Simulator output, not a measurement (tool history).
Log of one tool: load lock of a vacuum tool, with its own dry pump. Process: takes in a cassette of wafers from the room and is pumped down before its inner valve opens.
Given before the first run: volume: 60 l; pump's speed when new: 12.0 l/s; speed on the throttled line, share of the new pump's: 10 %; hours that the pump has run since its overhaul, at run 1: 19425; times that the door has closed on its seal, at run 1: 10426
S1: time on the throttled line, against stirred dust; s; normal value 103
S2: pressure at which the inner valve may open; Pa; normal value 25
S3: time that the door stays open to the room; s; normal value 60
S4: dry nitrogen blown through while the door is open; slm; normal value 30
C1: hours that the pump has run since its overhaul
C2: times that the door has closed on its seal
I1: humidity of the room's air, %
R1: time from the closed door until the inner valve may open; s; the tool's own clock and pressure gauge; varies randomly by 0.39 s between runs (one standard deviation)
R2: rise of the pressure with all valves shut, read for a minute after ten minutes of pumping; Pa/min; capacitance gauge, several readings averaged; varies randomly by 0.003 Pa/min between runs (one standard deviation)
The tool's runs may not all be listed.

run,day,S1,S2,S3,S4,C1,C2,I1,R1,R2
1,0.000,103,25,60,30,19425,10426,49.6,139.0,0.155
2,9.654,103,25,60,30,19657,11212,46.8,139.6,0.156
# day 23.308: dry pump taken out, an overhauled one fitted
3,23.308,103,25,60,30,0,12305,42.3,133.8,0.176
4,35.792,103,25,60,30,300,13322,43.5,133.4,0.189
5,46.708,103,25,60,30,562,14211,46.5,133.5,0.204
6,59.958,184,25,60,30,880,15291,46.0,205.7,0.227
7,78.700,184,25,60,30,1329,16818,44.5,206.3,0.249
8,93.404,184,25,63,30,1682,18016,44.4,206.2,0.273
9,102.842,184,25,63,30,1909,18785,43.8,206.7,0.295
10,118.425,103,50,60,30,2283,20055,44.6,130.6,0.327
11,127.488,103,50,60,30,2500,20794,42.8,130.7,0.328
12,136.579,103,50,164,30,2718,21534,46.9,130.8,0.367
13,146.425,90,25,60,30,2955,22337,44.3,123.1,0.367
14,165.717,103,25,198,30,3418,23909,47.4,134.3,0.427
# day 169.312: door's seal changed, seat wiped
15,176.846,103,25,198,30,3683,613,42.7,135.5,0.057
16,193.967,103,25,198,30,4094,2009,45.6,134.6,0.074
17,212.204,103,25,40,30,4532,3495,47.8,135.1,0.057
18,230.750,103,25,40,30,4977,5006,43.1,134.1,0.057

The next listed run, before its measurement:
19,246.692,103,29,29,9,5360,6305,45.4,?,?

Run 19 produced R1 133.8 s, R2 0.085 Pa/min.
Take away the tool's hidden state, keep the run-to-run variation as it was, and the same run would have given R1 133.1 s, R2 0.038 Pa/min.
